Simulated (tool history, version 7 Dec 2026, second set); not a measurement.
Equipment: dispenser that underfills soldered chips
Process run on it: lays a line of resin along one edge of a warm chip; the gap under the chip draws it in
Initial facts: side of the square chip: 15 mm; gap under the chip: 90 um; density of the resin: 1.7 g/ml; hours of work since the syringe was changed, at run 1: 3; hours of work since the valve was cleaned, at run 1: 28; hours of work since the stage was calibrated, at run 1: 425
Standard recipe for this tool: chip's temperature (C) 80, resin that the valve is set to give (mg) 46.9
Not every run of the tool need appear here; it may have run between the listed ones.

run	day	chip's temperature (C)	resin that the valve is set to give (mg)	hours of work since the syringe was changed	hours of work since the valve was cleaned	hours of work since the stage was calibrated	time until the resin shows at the far edge (s)	resin that the valve gave (mg)
1	0.000	80	46.9	3	28	425	127.0	45.72
# day 0.275: new syringe of resin
2	0.538	80	46.9	5	37	435	154.9	45.69
# day 0.712: new syringe of resin
# day 1.129: dispensing valve cleaned and set on the balance
3	1.129	80	46.9	7	0	445	180.4	46.93
# day 1.175: new syringe of resin
# day 1.604: new syringe of resin
4	1.717	80	46.9	2	10	455	119.1	46.73
# day 2.033: new syringe of resin
5	2.225	80	46.9	3	19	464	136.4	46.45
# day 2.462: new syringe of resin
6	2.783	80	51.5	6	29	474	163.9	50.27
# day 2.896: new syringe of resin
# day 3.308: new syringe of resin
7	3.308	80	51.5	0	38	483	99.6	50.09
# day 3.479: stage's temperature calibrated
# day 3.775: new syringe of resin
8	3.800	80	51.5	0	46	6	116.6	49.82
# day 3.879: dispensing valve cleaned and set on the balance
9	4.167	80	46.9	6	5	11	195.7	46.68
# day 4.233: new syringe of resin
# day 4.646: new syringe of resin
10	4.675	80	58.1	1	14	20	113.8	57.34
# day 5.067: new syringe of resin
11	5.217	80	40.0	3	23	30	146.6	39.06
# day 5.525: new syringe of resin
12	5.546	80	40.0	0	29	35	121.6	39.10
13	5.879	80	40.0	6	35	41	208.1	38.80
# day 5.979: new syringe of resin
14	6.142	82	40.0	3	40	46	145.2	38.56
# day 6.400: new syringe of resin
# day 6.554: dispensing valve cleaned and set on the balance
15	6.775	84	41.5	6	4	56	173.2	41.23
# day 6.871: new syringe of resin
16	7.083	94	43.1	4	9	62	103.5	42.84
# day 7.304: new syringe of resin
17	7.396	94	43.1	2	15	67	83.1	42.25
# day 7.746: new syringe of resin
18	7.796	69	48.0	1	22	74	178.7	47.07
# day 8.192: new syringe of resin
19	8.192	78	59.7	0	29	81	117.7	58.09
20	8.454	69	48.3	5	33	86	239.9	46.83
# day 8.629: new syringe of resin
21	8.992	89	40.1	7	43	95	157.1	38.49
# day 9.083: new syringe of resin
# day 9.242: dispensing valve cleaned and set on the balance
22	9.500	95	54.4	7	5	104	119.8	53.97
# day 9.550: new syringe of resin
23	9.933	95	54.4	7	12	111	122.8	54.09

How would selected steps in time until the resin shows at the far edge (s) from run to run divide? Give the signed amount a tool lacking its hidden state would still show from settings, what came in and random variation, and the signed amount left for the hidden state, including any gauge scatter that is not in both of the compared results.
The tool's hidden condition here consists of: resin's viscosity, % of fresh resin's; dose that the valve gives, % of what is set; true chip temperature over the reading, C; drift of the gauge itself on fill_s, %; drift of the gauge itself on given_mg, %.
Run 12 -> 13: settings left as they were, no log entry in between. time until the resin shows at the far edge (s) +86.5: hidden state +85.0, all else +1.5.
Run 17 -> 18: chip's temperature (C) 94 -> 69, resin that the valve is set to give (mg) 43.1 -> 48.0, new syringe of resin. time until the resin shows at the far edge (s) +95.6: hidden state +0.7, all else +94.9.
Run 19 -> 20: chip's temperature (C) 78 -> 69, resin that the valve is set to give (mg) 59.7 -> 48.3. time until the resin shows at the far edge (s) +122.2: hidden state +81.0, all else +41.2.
